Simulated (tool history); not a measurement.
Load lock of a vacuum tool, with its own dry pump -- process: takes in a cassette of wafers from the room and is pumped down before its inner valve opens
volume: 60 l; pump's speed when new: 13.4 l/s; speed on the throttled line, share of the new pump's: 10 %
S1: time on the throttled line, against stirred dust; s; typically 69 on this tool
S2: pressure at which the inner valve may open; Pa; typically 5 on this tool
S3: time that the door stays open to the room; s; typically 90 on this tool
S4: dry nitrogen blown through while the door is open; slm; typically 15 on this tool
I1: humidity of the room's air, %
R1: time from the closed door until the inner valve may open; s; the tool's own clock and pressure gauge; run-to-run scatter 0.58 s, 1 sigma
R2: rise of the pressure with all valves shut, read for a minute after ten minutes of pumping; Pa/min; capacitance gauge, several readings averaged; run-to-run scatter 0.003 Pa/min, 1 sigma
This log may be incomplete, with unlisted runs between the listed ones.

run,hour,S1,S2,S3,S4,I1,R1,R2
1,0.0,69,5,90,15,51.7,106.6,0.020
2,119.5,69,5,90,15,42.0,106.8,0.013
3,271.3,55,5,90,15,44.5,93.4,0.015
4,468.2,55,5,90,15,45.4,94.1,0.018
5,694.3,69,6,90,15,42.9,105.6,0.017
6,842.9,56,6,90,15,47.4,94.5,0.014
7,1000.0,56,6,90,15,47.3,93.7,0.022
8,1152.9,56,6,90,15,45.3,94.3,0.017
9,1376.9,56,6,90,15,47.6,94.2,0.021
10,1497.2,69,5,61,15,42.7,107.0,0.012
11,1626.0,69,5,90,8,44.8,106.2,0.023
12,1790.7,69,5,90,8,44.1,106.3,0.026
13,1995.7,69,4,90,15,42.4,108.2,0.014
14,2195.3,69,5,90,15,42.8,106.0,0.015
15,2415.4,135,7,41,18,46.3,163.6,0.008
16,2549.0,62,5,165,15,43.5,99.8,0.019
17,2695.8,62,5,165,15,44.5,100.9,0.019
18,2901.0,69,4,90,15,45.6,108.4,0.020
19,3072.5,59,4,149,25,43.6,99.3,0.019
20,3210.8,63,7,149,25,47.1,99.4,0.016
21,3374.4,63,7,149,25,44.3,99.6,0.016
22,3551.4,35,8,90,15,45.2,73.8,0.018
23,3697.5,77,5,90,6,45.6,113.5,0.023
24,3942.4,69,5,30,15,41.6,107.4,0.009
25,4126.0,132,8,227,10,43.7,160.7,0.034
# hour 4230.6: dry pump taken out, an overhauled one fitted
26,4345.3,102,8,195,7,44.7,134.8,0.033
27,4536.8,102,8,91,34,43.4,133.8,0.011
28,4741.8,87,5,90,15,40.8,124.3,0.017

Consider 4 possible next runs. They are alternatives, not a sequence: every one starts from the tool as it was left by run 28. What does each give?
A,4854.2,53,5,90,15,42.8,?,?
B,4854.2,136,5,90,15,41.8,?,?
C,4854.2,87,9,90,15,47.5,?,?
D,4854.2,87,5,90,18,47.3,?,?

run,R1,R2
A,92.7,0.013
B,167.5,0.013
C,119.9,0.018
D,121.9,0.014
The same runs, with their run-to-run variation unchanged, on a tool lacking any hidden condition would have given:
run,R1,R2
A,92.7,0.012
B,167.5,0.013
C,119.9,0.017
D,121.9,0.013

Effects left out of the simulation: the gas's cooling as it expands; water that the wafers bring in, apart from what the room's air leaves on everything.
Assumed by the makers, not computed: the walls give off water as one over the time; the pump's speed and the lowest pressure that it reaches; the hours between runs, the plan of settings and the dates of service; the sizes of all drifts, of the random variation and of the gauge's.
